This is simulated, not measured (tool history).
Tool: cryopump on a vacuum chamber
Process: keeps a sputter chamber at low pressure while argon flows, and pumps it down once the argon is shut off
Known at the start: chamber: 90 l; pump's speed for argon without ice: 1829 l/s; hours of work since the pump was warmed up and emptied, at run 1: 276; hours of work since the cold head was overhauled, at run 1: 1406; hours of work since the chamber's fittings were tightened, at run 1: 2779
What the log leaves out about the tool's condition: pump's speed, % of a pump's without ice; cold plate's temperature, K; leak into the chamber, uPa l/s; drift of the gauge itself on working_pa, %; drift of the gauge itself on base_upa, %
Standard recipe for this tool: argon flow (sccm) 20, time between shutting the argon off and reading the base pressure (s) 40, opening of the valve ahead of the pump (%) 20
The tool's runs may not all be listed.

run	hour	argon flow (sccm)	time between shutting the argon off and reading the base pressure (s)	opening of the valve ahead of the pump (%)	hours of work since the pump was warmed up and emptied	hours of work since the cold head was overhauled	hours of work since the chamber's fittings were tightened	pressure while argon flows (Pa)	pressure after the wait (uPa)
1	0	20	40	20	276	1406	2779	0.0966	2.7
2	51.6	20	40	20	305	1435	2808	0.0965	2.74
# hour 57.6: leaking fittings of the chamber tightened, without venting
3	132.7	19	40	20	349	1479	42	0.0915	0.73
4	178.5	19	40	20	375	1505	68	0.0923	0.79
5	248.6	19	40	20	414	1544	107	0.0926	0.81
6	288.7	19	40	20	437	1566	130	0.0935	0.82
7	332.5	19	40	20	462	1591	154	0.0935	0.83
8	374.6	19	40	20	485	1615	178	0.094	0.83
9	438.7	19	40	20	521	1651	214	0.0945	0.95
# hour 459.1: pump warmed up, emptied and cooled again
10	517.4	16	40	20	33	1692	255	0.0746	0.85
11	573	16	40	20	64	1723	287	0.0743	0.89
12	641.1	20	40	26	102	1762	325	0.0728	0.9
13	679.6	20	40	26	124	1783	346	0.073	0.96
14	724.2	24	40	20	149	1808	371	0.1139	0.92
15	764.5	20	144	20	171	1831	394	0.0955	0.61
16	815.6	20	40	20	200	1860	423	0.0948	1.01
17	881.3	20	40	20	237	1896	460	0.0955	0.99
18	932	12	277	20	265	1925	488	0.0569	0.67
19	968.4	12	277	20	286	1945	508	0.0574	0.69
20	1016.8	9	72	44	313	1972	536	0.0213	0.89
21	1062.8	9	72	44	339	1998	561	0.0215	0.93
22	1118.1	9	72	51	370	2029	593	0.0187	0.99
23	1158.4	9	55	26	393	2052	615	0.0352	1.06
24	1236.7	20	46	34	437	2096	659	0.0609	1.19
25	1274.5	40	40	20	458	2117	680	0.1975	1.24
26	1342	20	40	17	496	2155	718	0.1155	1.41
# hour 1412: pump warmed up, emptied and cooled again
27	1412	20	21	36	0	2191	755	0.0516	1.62
28	1453.5	13	40	20	23	2215	778	0.0615	1.16
29	1524.6	35	151	45	63	2255	818	0.0749	0.8
30	1587.9	16	21	32	99	2290	853	0.0472	1.66
31	1653.4	20	44	20	136	2327	890	0.0945	1.27
32	1703.2	20	40	29	163	2355	918	0.0657	1.36
33	1749.9	36	40	58	190	2381	944	0.0628	1.31

Same runs, no hidden state in the tool, same run-to-run variation:
run	pressure while argon flows (Pa)	pressure after the wait (uPa)
1	0.0933	0.68
2	0.0929	0.67
3	0.0875	0.65
4	0.0879	0.68
5	0.0877	0.67
6	0.0882	0.65
7	0.0878	0.64
8	0.088	0.62
9	0.0879	0.69
10	0.074	0.67
11	0.0734	0.68
12	0.0713	0.66
13	0.0712	0.7
14	0.1114	0.64
15	0.0931	0.3
16	0.092	0.68
17	0.0923	0.63
18	0.0548	0.27
19	0.0551	0.25
20	0.0193	0.45
21	0.0193	0.45
22	0.0164	0.48
23	0.0327	0.52
24	0.0545	0.59
25	0.1841	0.62
26	0.1081	0.7
27	0.051	1.13
28	0.061	0.66
29	0.0728	0.25
30	0.0459	1.08
31	0.0925	0.64
32	0.0633	0.68
33	0.0578	0.64

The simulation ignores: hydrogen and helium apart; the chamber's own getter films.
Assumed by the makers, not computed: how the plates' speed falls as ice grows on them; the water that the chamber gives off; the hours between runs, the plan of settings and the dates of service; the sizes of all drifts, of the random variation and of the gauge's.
